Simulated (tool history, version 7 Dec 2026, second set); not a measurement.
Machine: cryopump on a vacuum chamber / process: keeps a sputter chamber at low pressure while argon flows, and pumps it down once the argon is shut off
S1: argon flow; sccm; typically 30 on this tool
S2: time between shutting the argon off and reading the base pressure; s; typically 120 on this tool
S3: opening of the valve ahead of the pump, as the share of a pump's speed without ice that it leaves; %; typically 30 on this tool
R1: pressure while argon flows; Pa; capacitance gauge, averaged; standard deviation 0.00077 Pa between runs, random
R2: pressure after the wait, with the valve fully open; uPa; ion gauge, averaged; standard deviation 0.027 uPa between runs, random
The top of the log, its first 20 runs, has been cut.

run,hour,S1,S2,S3,R1,R2
# hour 1266.5: pump warmed up, emptied and cooled again
21,1294.9,15,37,42,0.0522,3.54
22,1352.7,15,37,42,0.0528,3.65
23,1413.4,24,120,20,0.1763,1.57
24,1503.3,32,112,16,0.2933,1.75
25,1569.9,32,112,16,0.2965,1.78
26,1651.9,32,112,16,0.2964,1.85
27,1704.3,30,36,26,0.1734,3.98
28,1788.4,13,24,15,0.1291,5.71
29,1827.5,13,24,15,0.1291,5.63
30,1871.3,49,120,52,0.1498,1.88
31,1917,49,82,54,0.1456,2.4
32,1961.8,30,271,16,0.2816,1.56
33,2044.2,30,271,16,0.2821,1.6
34,2113,16,26,29,0.0879,5.56

Forecast each of these 4 alternatives for the next run:
A,2154.1,34,26,29,?,?
B,2154.1,30,21,30,?,?
C,2154.1,16,208,29,?,?
D,2154.1,15,26,29,?,?

run,R1,R2
A,0.1851,5.5
B,0.1576,6.8
C,0.0864,1.86
D,0.0812,5.59
The same runs, with their run-to-run variation unchanged, on a tool lacking any hidden condition would have given:
run,R1,R2
A,0.1711,4.46
B,0.1453,5.71
C,0.0798,0.81
D,0.075,4.53

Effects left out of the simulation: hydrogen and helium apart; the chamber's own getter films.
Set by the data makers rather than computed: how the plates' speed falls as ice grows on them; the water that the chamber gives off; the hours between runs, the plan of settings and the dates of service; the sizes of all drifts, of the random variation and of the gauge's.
